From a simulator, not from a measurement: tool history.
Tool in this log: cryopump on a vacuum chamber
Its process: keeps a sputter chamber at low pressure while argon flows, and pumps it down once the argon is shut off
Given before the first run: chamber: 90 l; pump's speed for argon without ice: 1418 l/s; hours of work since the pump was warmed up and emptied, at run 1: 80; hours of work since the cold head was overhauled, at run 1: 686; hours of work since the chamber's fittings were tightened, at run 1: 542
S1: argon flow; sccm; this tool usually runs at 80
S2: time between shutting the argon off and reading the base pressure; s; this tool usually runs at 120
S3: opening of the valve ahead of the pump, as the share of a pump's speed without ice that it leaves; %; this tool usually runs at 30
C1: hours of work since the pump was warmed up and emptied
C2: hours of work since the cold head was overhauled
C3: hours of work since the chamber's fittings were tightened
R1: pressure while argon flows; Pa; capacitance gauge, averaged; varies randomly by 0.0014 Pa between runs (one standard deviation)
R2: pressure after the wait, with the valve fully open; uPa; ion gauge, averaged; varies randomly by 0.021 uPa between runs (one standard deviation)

run   hour   S1   S2  S3   C1   C2   C3      R1    R2
  1    0.0   80  120  30   80  686  542  0.3209  1.12
  2   15.6   80  120  30   93  699  556  0.3241  1.13
  3   25.9   80  120  30  102  708  564  0.3252  1.14
  4   38.4   80  120  30  112  718  575  0.3243  1.18
  5   57.2   80  120  19  128  734  591  0.5094  1.18
  6   73.1  116  120  30  142  748  604  0.4735  1.22
  7   88.4  116  120  30  155  761  617  0.4730  1.24
  8  108.4  116  120  30  172  778  634  0.4704  1.31
  9  130.0   80   38  30  190  796  653  0.3275  1.84
 10  148.6   80   74  30  206  812  668  0.3296  1.53
 11  167.8   80   74  30  222  828  684  0.3262  1.54
 12  181.4   80   74  30  233  839  696  0.3293  1.58
 13  201.1   80   74  30  250  856  713  0.3275  1.55
 14  219.3   80   74  30  265  872  728  0.3323  1.54
 15  238.3   80  120  44  282  888  744  0.2317  1.53
 16  252.7   80   26  18  294  900  756  0.5441  2.38
 17  268.1   80   86  18  307  913  769  0.5445  1.65
 18  288.1  111  120  37  324  930  786  0.3796  1.57
 19  299.7  111  120  41  334  940  796  0.3485  1.63
 20  316.9  111   27  41  348  954  811  0.3449  2.54
 21  330.7   75   42  44  360  966  822  0.2229  2.10
 22  346.0   33  191  47  373  979  835  0.0922  1.61
 23  361.4  110   31  32  386  992  848  0.4338  2.37

Results for each run, recomputed without the tool's hidden state and with each run's random variation untouched:
Hidden state at play: pump's speed, % of a pump's without ice; cold plate's temperature, K; leak into the chamber, uPa l/s; drift of the gauge itself on working_pa, %; drift of the gauge itself on base_upa, %.
run      R1    R2
  1  0.3163  0.46
  2  0.3188  0.43
  3  0.3195  0.43
  4  0.3182  0.45
  5  0.5025  0.43
  6  0.4624  0.43
  7  0.4611  0.45
  8  0.4574  0.47
  9  0.3175  0.96
 10  0.3188  0.61
 11  0.3148  0.59
 12  0.3172  0.61
 13  0.3146  0.55
 14  0.3184  0.56
 15  0.2170  0.48
 16  0.5288  1.31
 17  0.5285  0.54
 18  0.3562  0.43
 19  0.3241  0.47
 20  0.3197  1.31
 21  0.2049  0.88
 22  0.0840  0.38
 23  0.4058  1.11
